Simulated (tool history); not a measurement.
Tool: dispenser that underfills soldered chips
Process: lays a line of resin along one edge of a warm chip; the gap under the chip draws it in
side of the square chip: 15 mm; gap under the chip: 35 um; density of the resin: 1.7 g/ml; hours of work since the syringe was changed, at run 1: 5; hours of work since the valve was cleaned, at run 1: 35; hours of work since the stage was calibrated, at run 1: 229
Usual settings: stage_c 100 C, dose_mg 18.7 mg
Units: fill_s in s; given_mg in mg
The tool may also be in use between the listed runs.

run	hour	stage_c	dose_mg	hours of work since the syringe was changed	hours of work since the valve was cleaned	hours of work since the stage was calibrated	fill_s	given_mg
1	0	100	18.7	5	35	229	484.2	18.35
# hour 4.5: new syringe of resin
2	7.4	100	18.7	2	40	234	382.6	18.09
3	15	100	18.7	7	46	239	581	18.1
# hour 16.9: new syringe of resin
4	19.3	115	18.7	2	48	242	231.6	18
5	26.1	100	18.7	6	53	246	533.6	18.04
# hour 29.2: new syringe of resin
6	34.4	100	18.7	4	59	252	436.1	17.95
# hour 41.1: new syringe of resin
7	42	100	18.7	1	64	257	338.3	18
8	47.2	100	18.7	4	67	261	442.2	17.96
# hour 53.4: new syringe of resin
9	55.3	100	18.7	1	73	266	363.3	17.78
# hour 63: dispensing valve cleaned and set on the balance
10	63	100	18.1	6	0	271	518.5	18.13
# hour 66.8: new syringe of resin
11	70.2	110	18.1	2	5	275	285.5	18.02
12	75.2	110	18.1	6	8	279	372.2	18.13
# hour 79.2: new syringe of resin
13	81.2	110	18.1	1	12	283	264.3	17.96
14	88.7	100	16.3	7	17	288	565.7	16.1
# hour 91.2: new syringe of resin
15	93.7	100	16.3	2	21	291	391.7	16
16	100.1	100	16.3	6	25	296	546.6	16.2
# hour 103.1: new syringe of resin
17	107	101	18.7	3	30	300	384.2	18.28
18	113.8	109	16.5	7	34	305	456.3	16.19
# hour 115.1: new syringe of resin
19	119.4	91	20.9	3	38	309	544.2	20.56

Run 20 comes next. What will it give?
# hour 127.1: new syringe of resin
20	127.5	89	22.7	0	43	314	?	?

fill_s: 473.4 s
given_mg: 22.16 mg
Without the tool's hidden state the same run would have given fill_s 449.2 s, given_mg 22.68 mg.

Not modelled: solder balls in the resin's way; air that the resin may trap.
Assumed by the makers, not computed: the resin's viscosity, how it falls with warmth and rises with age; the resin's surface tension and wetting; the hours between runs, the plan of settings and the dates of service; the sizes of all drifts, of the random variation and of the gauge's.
